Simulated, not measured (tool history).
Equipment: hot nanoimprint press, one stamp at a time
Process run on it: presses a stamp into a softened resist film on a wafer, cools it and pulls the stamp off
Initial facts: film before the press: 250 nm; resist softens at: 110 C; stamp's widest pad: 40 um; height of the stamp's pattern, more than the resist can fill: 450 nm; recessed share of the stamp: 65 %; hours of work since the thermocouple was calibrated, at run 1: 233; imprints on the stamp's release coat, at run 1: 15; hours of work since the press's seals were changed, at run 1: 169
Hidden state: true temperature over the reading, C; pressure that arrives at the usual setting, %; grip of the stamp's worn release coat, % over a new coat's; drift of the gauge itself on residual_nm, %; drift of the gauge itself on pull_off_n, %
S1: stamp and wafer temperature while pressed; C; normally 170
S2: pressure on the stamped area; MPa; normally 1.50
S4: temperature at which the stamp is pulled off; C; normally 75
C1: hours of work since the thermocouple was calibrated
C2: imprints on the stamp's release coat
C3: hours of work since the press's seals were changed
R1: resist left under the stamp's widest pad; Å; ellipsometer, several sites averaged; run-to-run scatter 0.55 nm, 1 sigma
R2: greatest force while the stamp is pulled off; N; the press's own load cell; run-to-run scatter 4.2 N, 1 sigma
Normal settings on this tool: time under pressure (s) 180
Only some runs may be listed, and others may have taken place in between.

{"run": 1, "day": 0.0, "S1": 170, "S2": 1.5, "time under pressure (s)": 180, "S4": 75, "C1": 233, "C2": 15, "C3": 169, "R1": 881, "R2": 205}
{"run": 2, "day": 2.188, "S1": 170, "S2": 1.71, "time under pressure (s)": 180, "S4": 75, "C1": 262, "C2": 142, "C3": 198, "R1": 823, "R2": 212}
{"run": 3, "day": 4.167, "S1": 170, "S2": 1.5, "time under pressure (s)": 180, "S4": 75, "C1": 288, "C2": 257, "C3": 224, "R1": 873, "R2": 200}
{"run": 4, "day": 5.917, "S1": 170, "S2": 1.5, "time under pressure (s)": 180, "S4": 75, "C1": 311, "C2": 359, "C3": 247, "R1": 866, "R2": 206}
{"day": 6.808, "done": "plate thermocouple calibrated"}
{"run": 5, "day": 7.367, "S1": 170, "S2": 1.5, "time under pressure (s)": 180, "S4": 75, "C1": 7, "C2": 435, "C3": 265, "R1": 879, "R2": 221}
{"run": 6, "day": 9.138, "S1": 170, "S2": 1.5, "time under pressure (s)": 180, "S4": 75, "C1": 31, "C2": 538, "C3": 288, "R1": 874, "R2": 206}
{"run": 7, "day": 11.167, "S1": 170, "S2": 1.5, "time under pressure (s)": 180, "S4": 75, "C1": 58, "C2": 656, "C3": 315, "R1": 875, "R2": 210}
{"run": 8, "day": 12.883, "S1": 170, "S2": 1.5, "time under pressure (s)": 180, "S4": 75, "C1": 80, "C2": 756, "C3": 338, "R1": 876, "R2": 211}
{"run": 9, "day": 13.792, "S1": 170, "S2": 1.5, "time under pressure (s)": 180, "S4": 75, "C1": 93, "C2": 809, "C3": 350, "R1": 877, "R2": 200}
{"run": 10, "day": 14.733, "S1": 170, "S2": 1.5, "time under pressure (s)": 180, "S4": 75, "C1": 105, "C2": 864, "C3": 362, "R1": 872, "R2": 213}
{"run": 11, "day": 16.733, "S1": 173, "S2": 1.5, "time under pressure (s)": 180, "S4": 75, "C1": 132, "C2": 980, "C3": 389, "R1": 740, "R2": 207}
{"run": 12, "day": 17.879, "S1": 173, "S2": 1.5, "time under pressure (s)": 180, "S4": 75, "C1": 147, "C2": 1046, "C3": 404, "R1": 739, "R2": 211}
{"run": 13, "day": 18.833, "S1": 173, "S2": 1.5, "time under pressure (s)": 180, "S4": 75, "C1": 159, "C2": 1102, "C3": 417, "R1": 747, "R2": 202}
{"run": 14, "day": 20.962, "S1": 170, "S2": 1.84, "time under pressure (s)": 180, "S4": 75, "C1": 188, "C2": 1226, "C3": 445, "R1": 781, "R2": 210}
{"run": 15, "day": 22.371, "S1": 170, "S2": 1.5, "time under pressure (s)": 180, "S4": 71, "C1": 206, "C2": 1307, "C3": 464, "R1": 871, "R2": 225}
{"run": 16, "day": 24.475, "S1": 170, "S2": 1.99, "time under pressure (s)": 180, "S4": 71, "C1": 234, "C2": 1430, "C3": 491, "R1": 751, "R2": 229}
{"run": 17, "day": 25.629, "S1": 170, "S2": 1.06, "time under pressure (s)": 260, "S4": 77, "C1": 249, "C2": 1497, "C3": 507, "R1": 889, "R2": 197}
{"run": 18, "day": 26.65, "S1": 165, "S2": 1.5, "time under pressure (s)": 180, "S4": 75, "C1": 263, "C2": 1556, "C3": 520, "R1": 1160, "R2": 209}
{"run": 19, "day": 27.754, "S1": 162, "S2": 1.19, "time under pressure (s)": 254, "S4": 62, "C1": 278, "C2": 1620, "C3": 535, "R1": 1325, "R2": 271}
{"run": 20, "day": 29.562, "S1": 179, "S2": 1.05, "time under pressure (s)": 134, "S4": 71, "C1": 302, "C2": 1725, "C3": 559, "R1": 737, "R2": 234}
{"run": 21, "day": 30.938, "S1": 170, "S2": 1.5, "time under pressure (s)": 100, "S4": 75, "C1": 320, "C2": 1805, "C3": 577, "R1": 1098, "R2": 208}
{"day": 31.25, "done": "plate thermocouple calibrated"}
{"run": 22, "day": 32.496, "S1": 176, "S2": 1.18, "time under pressure (s)": 177, "S4": 75, "C1": 17, "C2": 1889, "C3": 596, "R1": 712, "R2": 210}
{"run": 23, "day": 34.062, "S1": 170, "S2": 1.5, "time under pressure (s)": 288, "S4": 75, "C1": 37, "C2": 1980, "C3": 617, "R1": 722, "R2": 209}
{"day": 34.571, "done": "stamp cleaned and given a new release coat"}
{"run": 24, "day": 35.775, "S1": 159, "S2": 1.21, "time under pressure (s)": 242, "S4": 75, "C1": 57, "C2": 70, "C3": 636, "R1": 1572, "R2": 198}
{"run": 25, "day": 37.342, "S1": 159, "S2": 1.21, "time under pressure (s)": 242, "S4": 63, "C1": 77, "C2": 160, "C3": 657, "R1": 1574, "R2": 264}
{"run": 26, "day": 38.671, "S1": 170, "S2": 1.92, "time under pressure (s)": 259, "S4": 75, "C1": 95, "C2": 238, "C3": 675, "R1": 661, "R2": 207}
{"run": 27, "day": 40.788, "S1": 170, "S2": 1.92, "time under pressure (s)": 259, "S4": 75, "C1": 123, "C2": 361, "C3": 703, "R1": 659, "R2": 207}
{"run": 28, "day": 42.662, "S1": 173, "S2": 1.92, "time under pressure (s)": 180, "S4": 68, "C1": 148, "C2": 470, "C3": 728, "R1": 654, "R2": 242}
{"run": 29, "day": 44.029, "S1": 173, "S2": 1.92, "time under pressure (s)": 180, "S4": 68, "C1": 166, "C2": 549, "C3": 746, "R1": 653, "R2": 250}
{"day": 45.783, "done": "press's hydraulic seals changed and the load cell set to zero"}
{"run": 30, "day": 45.812, "S1": 173, "S2": 1.91, "time under pressure (s)": 184, "S4": 65, "C1": 185, "C2": 634, "C3": 0, "R1": 649, "R2": 270}
{"run": 31, "day": 47.575, "S1": 173, "S2": 1.91, "time under pressure (s)": 184, "S4": 65, "C1": 209, "C2": 736, "C3": 24, "R1": 642, "R2": 260}

Here are 3 independent what-if runs from the current tool condition. What would each one return?
{"run": "A", "day": 49.412, "S1": 164, "S2": 1.91, "time under pressure (s)": 184, "S4": 65, "C1": 233, "C2": 843, "C3": 48, "R1": "?", "R2": "?"}
{"run": "B", "day": 49.412, "S1": 173, "S2": 1.91, "time under pressure (s)": 145, "S4": 65, "C1": 233, "C2": 843, "C3": 48, "R1": "?", "R2": "?"}
{"run": "C", "day": 49.412, "S1": 170, "S2": 1.5, "time under pressure (s)": 300, "S4": 75, "C1": 233, "C2": 843, "C3": 48, "R1": "?", "R2": "?"}

run=A R1=1075 R2=263
run=B R1=713 R2=263
run=C R1=704 R2=202
Take away the tool's hidden state, keep each run's random variation, and the runs would have read:
run=A R1=1078 R2=261
run=B R1=715 R2=261
run=C R1=705 R2=200
